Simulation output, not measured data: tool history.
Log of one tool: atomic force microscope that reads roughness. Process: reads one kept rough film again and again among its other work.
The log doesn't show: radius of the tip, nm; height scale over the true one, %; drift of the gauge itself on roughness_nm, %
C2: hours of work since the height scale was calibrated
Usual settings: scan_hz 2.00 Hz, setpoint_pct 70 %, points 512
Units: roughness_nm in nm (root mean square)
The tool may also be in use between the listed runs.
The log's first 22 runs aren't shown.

Run 23, hour 173.5: usual settings but setpoint_pct 60 %, points 913; pictures with this tip 233; C2 361. Result: roughness_nm 0.712 nm (root mean square).
Run 24, hour 179.2: usual settings but setpoint_pct 77 %, points 390; pictures with this tip 241; C2 365. Result: roughness_nm 0.641 nm (root mean square).
Run 25, hour 186.9: usual settings but setpoint_pct 84 %, points 390; pictures with this tip 253; C2 371. Result: roughness_nm 0.603 nm (root mean square).
Run 26, hour 193.2: usual settings but scan_hz 1.09 Hz, setpoint_pct 84 %, points 390; pictures with this tip 262; C2 376. Result: roughness_nm 0.648 nm (root mean square).
Run 27, hour 200.1: usual settings but scan_hz 1.09 Hz, setpoint_pct 84 %, points 390; pictures with this tip 272; C2 381. Result: roughness_nm 0.651 nm (root mean square).
Run 28, hour 210.3: usual settings but setpoint_pct 59 %, points 270; pictures with this tip 288; C2 388. Result: roughness_nm 0.671 nm (root mean square).
Run 29, hour 216.6: usual settings but scan_hz 1.65 Hz, setpoint_pct 84 %, points 403; pictures with this tip 297; C2 393. Result: roughness_nm 0.605 nm (root mean square).
Run 30, hour 221.7: usual settings but setpoint_pct 71 %, points 408; pictures with this tip 305; C2 397. Result: roughness_nm 0.651 nm (root mean square).
Run 31, hour 227.5: usual settings but scan_hz 0.91 Hz, setpoint_pct 86 %, points 793; pictures with this tip 313; C2 401. Result: roughness_nm 0.652 nm (root mean square).
Run 32, hour 233.0: usual settings but scan_hz 0.91 Hz, setpoint_pct 86 %, points 793; pictures with this tip 322; C2 405. Result: roughness_nm 0.655 nm (root mean square).
Run 33, hour 238.1: usual settings but scan_hz 0.60 Hz, setpoint_pct 87 %; pictures with this tip 329; C2 409. Result: roughness_nm 0.661 nm (root mean square).
Run 34, hour 244.7: usual settings but scan_hz 1.15 Hz, setpoint_pct 64 %; pictures with this tip 339; C2 414. Result: roughness_nm 0.678 nm (root mean square).
Run 35, hour 252.0: usual settings but scan_hz 1.15 Hz, setpoint_pct 64 %; pictures with this tip 350; C2 419. Result: roughness_nm 0.681 nm (root mean square).
Run 36, hour 256.8: usual settings but scan_hz 2.10 Hz; pictures with this tip 357; C2 423. Result: roughness_nm 0.630 nm (root mean square).
Run 37, hour 264.9: usual settings but scan_hz 0.91 Hz, setpoint_pct 86 %, points 705; pictures with this tip 369; C2 429. Result: roughness_nm 0.632 nm (root mean square).
Run 38, hour 274.5: usual settings but scan_hz 0.91 Hz, setpoint_pct 86 %, points 705; pictures with this tip 384; C2 436. Result: roughness_nm 0.621 nm (root mean square).
At hour 276.7: new tip fitted.
Run 39, hour 280.8: usual settings but scan_hz 0.91 Hz, setpoint_pct 86 %, points 705; pictures with this tip 6; C2 440. Result: roughness_nm 0.750 nm (root mean square).
Run 40, hour 290.6: usual settings but scan_hz 2.31 Hz, setpoint_pct 59 %, points 476; pictures with this tip 21; C2 447. Result: roughness_nm 0.774 nm (root mean square).
Run 41, hour 298.7: usual settings but scan_hz 1.23 Hz, setpoint_pct 60 %, points 875; pictures with this tip 33; C2 454. Result: roughness_nm 0.805 nm (root mean square).
Run 42, hour 308.1: usual settings but scan_hz 1.23 Hz, setpoint_pct 60 %, points 875; pictures with this tip 47; C2 460. Result: roughness_nm 0.791 nm (root mean square).

Forecast each of these 3 alternatives for the next run:
Run A, hour 315.8: usual settings but scan_hz 3.52 Hz, setpoint_pct 60 %, points 875; pictures with this tip 58; C2 466. Result: roughness_nm ?.
Run B, hour 315.8: usual settings but scan_hz 1.23 Hz, setpoint_pct 75 %, points 323; pictures with this tip 58; C2 466. Result: roughness_nm ?.
Run C, hour 315.8: usual settings but scan_hz 1.23 Hz, setpoint_pct 71 %, points 560; pictures with this tip 58; C2 466. Result: roughness_nm ?.

run  roughness_nm
  A         0.735
  B         0.733
  C         0.759
Without the tool's hidden state the same runs would have given:
run  roughness_nm
  A         0.774
  B         0.772
  C         0.799
